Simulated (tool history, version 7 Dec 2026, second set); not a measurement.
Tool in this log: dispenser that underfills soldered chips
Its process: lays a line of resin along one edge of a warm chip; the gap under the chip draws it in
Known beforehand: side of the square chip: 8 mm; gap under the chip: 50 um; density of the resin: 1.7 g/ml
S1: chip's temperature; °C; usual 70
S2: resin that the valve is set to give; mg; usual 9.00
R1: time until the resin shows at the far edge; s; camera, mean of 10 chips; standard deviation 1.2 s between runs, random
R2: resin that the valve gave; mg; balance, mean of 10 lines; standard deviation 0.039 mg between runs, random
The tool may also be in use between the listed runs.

run	hour	S1	S2	R1	R2
1	0.0	70	9.00	150.5	8.86
2	3.3	70	9.09	169.3	9.05
# hour 6.1: new syringe of resin
3	7.0	70	8.92	124.5	8.82
4	9.2	70	9.00	130.8	8.86
5	12.8	70	9.00	140.6	8.88
6	15.0	63	9.00	192.9	8.92
7	18.3	63	9.00	210.2	8.88
8	21.2	63	9.00	222.5	8.89
# hour 22.3: new syringe of resin
9	25.4	63	9.00	164.7	8.82
10	27.5	70	10.73	136.4	10.54
11	32.1	70	9.00	154.1	8.79
12	34.9	70	9.00	166.1	8.75
13	37.8	69	9.00	187.2	8.74
# hour 38.4: new syringe of resin
14	40.3	69	9.00	125.3	8.77
15	43.3	69	9.00	141.2	8.79
# hour 45.6: dispensing valve cleaned and set on the balance
16	47.8	69	9.00	149.1	9.03
17	49.9	69	9.00	159.4	9.06
18	54.4	69	9.00	181.3	8.97
# hour 55.4: new syringe of resin
19	58.0	69	9.00	132.3	8.94
20	60.7	83	11.61	88.7	11.54
21	65.0	80	10.69	110.4	10.58
22	67.8	80	10.69	119.5	10.54
# hour 71.2: new syringe of resin
23	71.4	62	10.54	153.3	10.51
24	75.7	58	8.78	197.2	8.70
25	78.8	71	8.78	139.1	8.69
26	80.8	76	11.14	125.0	11.02
27	83.6	63	8.00	211.3	7.92
28	86.2	78	8.40	137.9	8.27
# hour 87.2: new syringe of resin
29	90.0	64	7.95	159.2	7.81
30	93.9	58	7.71	218.5	7.58
31	96.7	58	10.22	224.2	10.02
32	100.7	71	8.07	167.4	7.91
# hour 103.0: new syringe of resin
33	103.7	71	8.07	118.0	7.85
34	107.0	71	8.07	131.5	7.89
35	110.5	64	10.25	177.1	9.94
36	113.5	62	9.61	202.0	9.35

3 options for the next run, each taken on its own from the tool as it stands now. Forecast them:
A	116.5	84	9.61	?	?
B	116.5	73	9.32	?	?
C	116.5	77	8.65	?	?

run	R1	R2
A	109.4	9.28
B	154.4	9.03
C	138.5	8.37
With the hidden condition removed and each run's random variation left untouched, the same runs would have given:
run	R1	R2
A	77.1	9.56
B	108.9	9.31
C	97.5	8.62
